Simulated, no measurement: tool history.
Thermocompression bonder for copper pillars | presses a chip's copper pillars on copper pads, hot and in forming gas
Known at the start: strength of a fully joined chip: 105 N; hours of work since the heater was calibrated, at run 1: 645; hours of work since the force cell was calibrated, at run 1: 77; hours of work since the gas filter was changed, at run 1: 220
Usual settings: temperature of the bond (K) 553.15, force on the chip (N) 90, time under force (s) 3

run	hour	temperature of the bond (K)	force on the chip (N)	time under force (s)	hours of work since the heater was calibrated	hours of work since the force cell was calibrated	hours of work since the gas filter was changed	force that shears a chip off (N)
1	0	553.15	90	3	645	77	220	54
2	19.9	553.15	73	3	656	87	230	46.5
3	33.1	553.15	73	3	663	95	238	46.2
4	47	553.15	90	3	670	102	245	54.9
5	60.6	553.15	90	3	678	110	253	56.2
6	82.1	553.15	132	3	690	121	264	70.7
7	95	553.15	132	3	697	128	271	71.3
8	111	553.15	132	3	705	137	280	70.9
9	132.7	553.15	132	3	717	149	292	71.5
10	146.3	553.15	132	3	725	156	299	72.5
# hour 151.3: forming gas filter changed
11	156.5	553.15	132	3	730	162	3	72.2
12	170.3	553.15	55	3	737	169	10	36.8
13	182.8	553.15	55	3	744	176	17	36.6
14	192.2	553.15	55	3	749	181	22	36.5
15	205.9	553.15	90	3	757	189	30	54.8
16	222	542.15	90	3	766	198	39	47.6
17	231.6	542.15	90	3	771	203	44	48.2
18	248.4	542.15	90	3	780	212	53	47.6
19	270.7	542.15	90	3	792	224	65	48.1
# hour 288.5: heater calibrated with a thermocouple chip
20	289.2	542.15	90	3	0	233	74	47.8
21	303.8	574.15	103	4	8	241	82	79.7

Run 22 comes next. What will it give?
22	323.6	574.15	103	4	19	252	93	?

{"run 22": {"force that shears a chip off (N)": 78.3}}
Without the tool's hidden state the same run would have given force that shears a chip off (N) 78.4.

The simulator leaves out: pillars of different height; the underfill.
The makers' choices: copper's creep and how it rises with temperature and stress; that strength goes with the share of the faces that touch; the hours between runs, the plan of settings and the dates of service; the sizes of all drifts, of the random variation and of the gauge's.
